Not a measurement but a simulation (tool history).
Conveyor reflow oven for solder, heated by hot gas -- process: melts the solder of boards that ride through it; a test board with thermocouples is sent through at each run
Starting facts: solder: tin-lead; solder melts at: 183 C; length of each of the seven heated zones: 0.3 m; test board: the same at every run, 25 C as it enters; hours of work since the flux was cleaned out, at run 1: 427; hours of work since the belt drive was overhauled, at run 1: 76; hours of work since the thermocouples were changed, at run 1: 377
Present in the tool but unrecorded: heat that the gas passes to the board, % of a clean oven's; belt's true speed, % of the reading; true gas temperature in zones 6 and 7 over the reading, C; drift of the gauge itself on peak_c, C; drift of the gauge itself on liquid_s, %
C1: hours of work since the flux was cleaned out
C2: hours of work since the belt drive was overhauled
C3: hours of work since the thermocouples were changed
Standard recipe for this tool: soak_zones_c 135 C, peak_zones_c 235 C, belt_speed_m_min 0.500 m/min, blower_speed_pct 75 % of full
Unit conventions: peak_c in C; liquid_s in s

{"run": 1, "hour": 0.0, "soak_zones_c": 135, "peak_zones_c": 235, "belt_speed_m_min": 0.5, "blower_speed_pct": 75, "C1": 427, "C2": 76, "C3": 377, "peak_c": 212.3, "liquid_s": 48.0}
{"run": 2, "hour": 6.5, "soak_zones_c": 135, "peak_zones_c": 235, "belt_speed_m_min": 0.5, "blower_speed_pct": 75, "C1": 432, "C2": 80, "C3": 381, "peak_c": 212.23, "liquid_s": 48.0}
{"run": 3, "hour": 13.3, "soak_zones_c": 135, "peak_zones_c": 235, "belt_speed_m_min": 0.5, "blower_speed_pct": 75, "C1": 437, "C2": 85, "C3": 386, "peak_c": 212.34, "liquid_s": 47.9}
{"run": 4, "hour": 17.7, "soak_zones_c": 135, "peak_zones_c": 242, "belt_speed_m_min": 0.5, "blower_speed_pct": 75, "C1": 440, "C2": 88, "C3": 389, "peak_c": 217.93, "liquid_s": 52.7}
{"run": 5, "hour": 26.3, "soak_zones_c": 146, "peak_zones_c": 242, "belt_speed_m_min": 0.5, "blower_speed_pct": 75, "C1": 446, "C2": 94, "C3": 395, "peak_c": 220.55, "liquid_s": 58.3}
{"run": 6, "hour": 30.7, "soak_zones_c": 146, "peak_zones_c": 242, "belt_speed_m_min": 0.5, "blower_speed_pct": 75, "C1": 449, "C2": 97, "C3": 398, "peak_c": 220.45, "liquid_s": 58.4}
{"run": 7, "hour": 37.1, "soak_zones_c": 135, "peak_zones_c": 235, "belt_speed_m_min": 0.5, "blower_speed_pct": 75, "C1": 453, "C2": 101, "C3": 403, "peak_c": 212.19, "liquid_s": 47.7}
{"run": 8, "hour": 41.2, "soak_zones_c": 135, "peak_zones_c": 235, "belt_speed_m_min": 0.5, "blower_speed_pct": 75, "C1": 456, "C2": 104, "C3": 406, "peak_c": 212.26, "liquid_s": 47.8}
{"run": 9, "hour": 49.9, "soak_zones_c": 135, "peak_zones_c": 235, "belt_speed_m_min": 0.5, "blower_speed_pct": 75, "C1": 462, "C2": 110, "C3": 412, "peak_c": 212.46, "liquid_s": 47.9}
{"run": 10, "hour": 54.6, "soak_zones_c": 135, "peak_zones_c": 235, "belt_speed_m_min": 0.5, "blower_speed_pct": 75, "C1": 465, "C2": 114, "C3": 415, "peak_c": 212.26, "liquid_s": 48.0}
{"run": 11, "hour": 60.7, "soak_zones_c": 135, "peak_zones_c": 235, "belt_speed_m_min": 0.5, "blower_speed_pct": 75, "C1": 470, "C2": 118, "C3": 419, "peak_c": 212.32, "liquid_s": 47.7}
{"run": 12, "hour": 66.1, "soak_zones_c": 148, "peak_zones_c": 243, "belt_speed_m_min": 0.5, "blower_speed_pct": 80, "C1": 473, "C2": 122, "C3": 423, "peak_c": 223.13, "liquid_s": 60.8}
{"run": 13, "hour": 74.2, "soak_zones_c": 148, "peak_zones_c": 243, "belt_speed_m_min": 0.534, "blower_speed_pct": 65, "C1": 479, "C2": 127, "C3": 429, "peak_c": 215.92, "liquid_s": 51.2}
{"run": 14, "hour": 79.0, "soak_zones_c": 148, "peak_zones_c": 243, "belt_speed_m_min": 0.526, "blower_speed_pct": 63, "C1": 483, "C2": 131, "C3": 432, "peak_c": 215.7, "liquid_s": 52.0}
{"run": 15, "hour": 86.2, "soak_zones_c": 148, "peak_zones_c": 243, "belt_speed_m_min": 0.526, "blower_speed_pct": 63, "C1": 488, "C2": 136, "C3": 437, "peak_c": 215.86, "liquid_s": 51.7}
{"run": 16, "hour": 94.7, "soak_zones_c": 135, "peak_zones_c": 245, "belt_speed_m_min": 0.5, "blower_speed_pct": 89, "C1": 493, "C2": 142, "C3": 443, "peak_c": 224.17, "liquid_s": 57.5}
{"run": 17, "hour": 101.0, "soak_zones_c": 145, "peak_zones_c": 238, "belt_speed_m_min": 0.51, "blower_speed_pct": 61, "C1": 498, "C2": 146, "C3": 447, "peak_c": 211.62, "liquid_s": 48.7}
{"hour": 108.3, "done": "flux residue cleaned out of gas plates and filters"}
{"run": 18, "hour": 113.7, "soak_zones_c": 139, "peak_zones_c": 235, "belt_speed_m_min": 0.5, "blower_speed_pct": 64, "C1": 4, "C2": 151, "C3": 453, "peak_c": 212.02, "liquid_s": 48.7}
{"run": 19, "hour": 120.9, "soak_zones_c": 139, "peak_zones_c": 235, "belt_speed_m_min": 0.5, "blower_speed_pct": 64, "C1": 9, "C2": 156, "C3": 458, "peak_c": 212.01, "liquid_s": 48.5}
{"run": 20, "hour": 127.1, "soak_zones_c": 135, "peak_zones_c": 237, "belt_speed_m_min": 0.5, "blower_speed_pct": 50, "C1": 13, "C2": 161, "C3": 462, "peak_c": 206.15, "liquid_s": 40.3}
{"run": 21, "hour": 134.6, "soak_zones_c": 135, "peak_zones_c": 235, "belt_speed_m_min": 0.5, "blower_speed_pct": 54, "C1": 18, "C2": 166, "C3": 467, "peak_c": 206.71, "liquid_s": 41.2}

Forecast each of these 5 alternatives for the next run:
{"run": "A", "hour": 138.8, "soak_zones_c": 136, "peak_zones_c": 235, "belt_speed_m_min": 0.508, "blower_speed_pct": 78, "C1": 21, "C2": 169, "C3": 470, "peak_c": "?", "liquid_s": "?"}
{"run": "B", "hour": 138.8, "soak_zones_c": 121, "peak_zones_c": 235, "belt_speed_m_min": 0.502, "blower_speed_pct": 85, "C1": 21, "C2": 169, "C3": 470, "peak_c": "?", "liquid_s": "?"}
{"run": "C", "hour": 138.8, "soak_zones_c": 135, "peak_zones_c": 236, "belt_speed_m_min": 0.414, "blower_speed_pct": 76, "C1": 21, "C2": 169, "C3": 470, "peak_c": "?", "liquid_s": "?"}
{"run": "D", "hour": 138.8, "soak_zones_c": 135, "peak_zones_c": 235, "belt_speed_m_min": 0.5, "blower_speed_pct": 58, "C1": 21, "C2": 169, "C3": 470, "peak_c": "?", "liquid_s": "?"}
{"run": "E", "hour": 138.8, "soak_zones_c": 149, "peak_zones_c": 235, "belt_speed_m_min": 0.544, "blower_speed_pct": 63, "C1": 21, "C2": 169, "C3": 470, "peak_c": "?", "liquid_s": "?"}

run=A peak_c=215.20 liquid_s=50.5
run=B peak_c=214.76 liquid_s=46.4
run=C peak_c=222.19 liquid_s=68.7
run=D peak_c=208.43 liquid_s=43.6
run=E peak_c=210.85 liquid_s=46.5
Had the tool no hidden state, the same runs would have come out as:
run=A peak_c=214.63 liquid_s=49.8
run=B peak_c=214.20 liquid_s=45.8
run=C peak_c=221.56 liquid_s=67.9
run=D peak_c=207.85 liquid_s=42.8
run=E peak_c=210.29 liquid_s=45.8
